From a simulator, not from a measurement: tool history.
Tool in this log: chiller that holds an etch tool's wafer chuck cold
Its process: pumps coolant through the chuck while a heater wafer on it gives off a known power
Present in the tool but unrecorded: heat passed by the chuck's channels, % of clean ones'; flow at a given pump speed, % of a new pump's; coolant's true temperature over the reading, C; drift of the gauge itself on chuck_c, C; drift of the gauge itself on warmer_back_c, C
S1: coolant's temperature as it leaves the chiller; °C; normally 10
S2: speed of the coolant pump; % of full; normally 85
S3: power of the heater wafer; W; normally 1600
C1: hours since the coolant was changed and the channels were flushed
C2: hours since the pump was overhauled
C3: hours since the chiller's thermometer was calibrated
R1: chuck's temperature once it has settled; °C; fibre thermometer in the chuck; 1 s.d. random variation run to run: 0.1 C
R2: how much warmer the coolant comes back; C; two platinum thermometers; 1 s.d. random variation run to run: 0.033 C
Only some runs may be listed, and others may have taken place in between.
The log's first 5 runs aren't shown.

run 6 hour=128.3 | S1=10 S2=85 S3=1600 | C1=5574 C2=1018 C3=854 | R1=22.8 R2=4.68
run 7 hour=153.5 | S1=10 S2=85 S3=1600 | C1=5599 C2=1043 C3=880 | R1=23 R2=4.64
run 8 hour=189.8 | S1=10 S2=85 S3=1600 | C1=5636 C2=1079 C3=916 | R1=22.9 R2=4.59
run 9 hour=224 | S1=8 S2=85 S3=1600 | C1=5670 C2=1113 C3=950 | R1=20.9 R2=4.59
run 10 hour=261.1 | S1=10 S2=75 S3=1600 | C1=5707 C2=1151 C3=987 | R1=24.4 R2=5.26
run 11 hour=285.8 | S1=10 S2=85 S3=1991 | C1=5732 C2=1175 C3=1012 | R1=25.9 R2=5.66
run 12 hour=308.4 | S1=10 S2=85 S3=1991 | C1=5754 C2=1198 C3=1034 | R1=26 R2=5.69
run 13 hour=341.2 | S1=19 S2=85 S3=1600 | C1=5787 C2=1231 C3=1067 | R1=31.8 R2=4.57
run 14 hour=367.6 | S1=19 S2=85 S3=1600 | C1=5813 C2=1257 C3=1094 | R1=31.7 R2=4.46
run 15 hour=397 | S1=10 S2=85 S3=1600 | C1=5843 C2=1286 C3=1123 | R1=22.9 R2=4.38
run 16 hour=430.8 | S1=10 S2=85 S3=1600 | C1=5877 C2=1320 C3=1157 | R1=22.7 R2=4.42
run 17 hour=465.9 | S1=10 S2=85 S3=1600 | C1=5912 C2=1355 C3=1192 | R1=22.9 R2=4.38
run 18 hour=482.3 | S1=10 S2=85 S3=1600 | C1=5928 C2=1372 C3=1208 | R1=22.8 R2=4.35
-- hour=505.4 gauge calibrated
run 19 hour=515.5 | S1=10 S2=85 S3=1600 | C1=5961 C2=1405 C3=1242 | R1=22.9 R2=4.78
run 20 hour=541 | S1=1 S2=96 S3=2334 | C1=5987 C2=1430 C3=1267 | R1=17.8 R2=6.03
run 21 hour=563.9 | S1=4 S2=96 S3=2334 | C1=6010 C2=1453 C3=1290 | R1=20.8 R2=6.04
run 22 hour=595.5 | S1=4 S2=96 S3=2334 | C1=6041 C2=1485 C3=1322 | R1=20.7 R2=6.11
run 23 hour=625.2 | S1=14 S2=62 S3=822 | C1=6071 C2=1515 C3=1351 | R1=23 R2=3.36
run 24 hour=651.7 | S1=14 S2=62 S3=822 | C1=6097 C2=1541 C3=1378 | R1=22.9 R2=3.37
run 25 hour=674.9 | S1=14 S2=62 S3=822 | C1=6121 C2=1564 C3=1401 | R1=22.9 R2=3.28
run 26 hour=698.6 | S1=14 S2=62 S3=822 | C1=6144 C2=1588 C3=1425 | R1=22.9 R2=3.28
run 27 hour=735.5 | S1=14 S2=62 S3=822 | C1=6181 C2=1625 C3=1462 | R1=22.8 R2=3.24

What will run 28 give?
run 28 hour=770.2 | S1=16 S2=90 S3=822 | C1=6216 C2=1660 C3=1496 | R1=? R2=?

R1: 22.2 °C
R2: 2.05 C
Without the tool's hidden state the same run would have given R1 22.2 °C, R2 2.27 C.
